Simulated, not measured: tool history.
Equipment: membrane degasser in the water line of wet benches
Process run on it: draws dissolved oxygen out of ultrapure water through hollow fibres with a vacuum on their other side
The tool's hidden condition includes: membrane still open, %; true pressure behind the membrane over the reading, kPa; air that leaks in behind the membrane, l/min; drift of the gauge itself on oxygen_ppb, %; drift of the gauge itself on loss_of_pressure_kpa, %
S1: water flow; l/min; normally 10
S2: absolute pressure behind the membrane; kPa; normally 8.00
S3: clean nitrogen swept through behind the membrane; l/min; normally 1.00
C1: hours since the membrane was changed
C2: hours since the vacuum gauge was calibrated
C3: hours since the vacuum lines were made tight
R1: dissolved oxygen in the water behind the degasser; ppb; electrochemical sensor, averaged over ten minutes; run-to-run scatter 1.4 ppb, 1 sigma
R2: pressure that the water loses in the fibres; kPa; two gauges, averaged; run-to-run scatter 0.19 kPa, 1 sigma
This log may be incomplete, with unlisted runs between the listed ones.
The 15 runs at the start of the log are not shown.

run,day,S1,S2,S3,C1,C2,C3,R1,R2
16,21.688,12,8.00,1.00,875,2748,6388,169.2,44.68
17,23.133,11,7.14,0.42,910,2783,6423,246.7,41.26
18,24.083,10,7.39,0.52,933,2806,6445,205.2,37.45
19,25.317,9,7.09,1.63,962,2836,6475,72.0,33.61
20,26.246,7,7.84,0.97,985,2858,6497,94.5,26.19
21,27.758,7,16.12,0.80,1021,2894,6534,278.6,26.19
22,28.617,10,13.37,0.68,1041,2915,6554,355.5,37.21
23,30.092,10,12.15,0.48,1077,2950,6590,409.9,37.68
24,31.288,10,6.08,0.48,1105,2979,6618,158.2,37.72
25,32.533,6,14.12,0.92,1135,3009,6648,182.3,22.53
26,34.183,6,14.12,0.92,1175,3048,6688,178.9,22.51
27,36.146,16,6.41,0.67,1222,3095,6735,228.4,59.94
28,37.233,16,6.41,0.67,1248,3122,6761,226.9,59.93
29,38.958,10,8.00,1.00,1290,3163,6802,139.3,37.26
30,40.508,10,8.00,0.76,1327,3200,6840,171.0,37.52
31,42.217,10,10.04,0.51,1368,3241,6881,315.3,37.91
32,43.417,15,14.28,0.44,1397,3270,6909,776.5,56.32

Consider 3 possible next runs. They are alternatives, not a sequence: every one starts from the tool as it was left by run 32. What does each give?
A,45.100,9,6.84,0.44,1437,3310,6950,?,?
B,45.100,9,10.90,1.00,1437,3310,6950,?,?
C,45.100,15,14.28,0.44,1437,3310,6950,?,?

run,R1,R2
A,182.3,34.04
B,186.8,33.79
C,771.9,56.06
With no hidden state in the tool, these same runs would have given:
run,R1,R2
A,178.6,33.78
B,182.9,33.53
C,766.3,55.62
